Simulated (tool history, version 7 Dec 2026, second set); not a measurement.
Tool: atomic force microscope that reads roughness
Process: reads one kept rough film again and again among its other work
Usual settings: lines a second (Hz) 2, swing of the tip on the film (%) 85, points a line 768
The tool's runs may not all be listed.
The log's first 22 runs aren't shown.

| run | hour | lines a second (Hz) | swing of the tip on the film (%) | points a line | roughness of the kept film (nm (root mean square)) |
|---|---|---|---|---|---|
| 23 | 580.9 | 2 | 85 | 518 | 3.741 |
| 24 | 595.9 | 2 | 60 | 308 | 3.991 |
| 25 | 630.7 | 2 | 60 | 308 | 3.986 |
| 26 | 660.1 | 2 | 60 | 308 | 3.973 |
| 27 | 679.5 | 2 | 60 | 308 | 3.976 |
| 28 | 698.8 | 2 | 85 | 336 | 3.742 |
|  | 723.8 | new tip fitted |
| 29 | 731.9 | 0.6 | 65 | 286 | 3.976 |
| 30 | 766.9 | 2 | 82 | 768 | 3.797 |

3 ways to go on from here, each from the tool as it stands after run 30. What would each give?
| A | 784 | 1.78 | 62 | 768 | ? |
| B | 784 | 2 | 57 | 452 | ? |
| C | 784 | 1.33 | 88 | 633 | ? |

| run | roughness of the kept film (nm (root mean square)) |
|---|---|
| A | 3.979 |
| B | 3.983 |
| C | 3.813 |
Without the tool's hidden state the same runs would have given:
| run | roughness of the kept film (nm (root mean square)) |
|---|---|
| A | 3.981 |
| B | 3.985 |
| C | 3.814 |
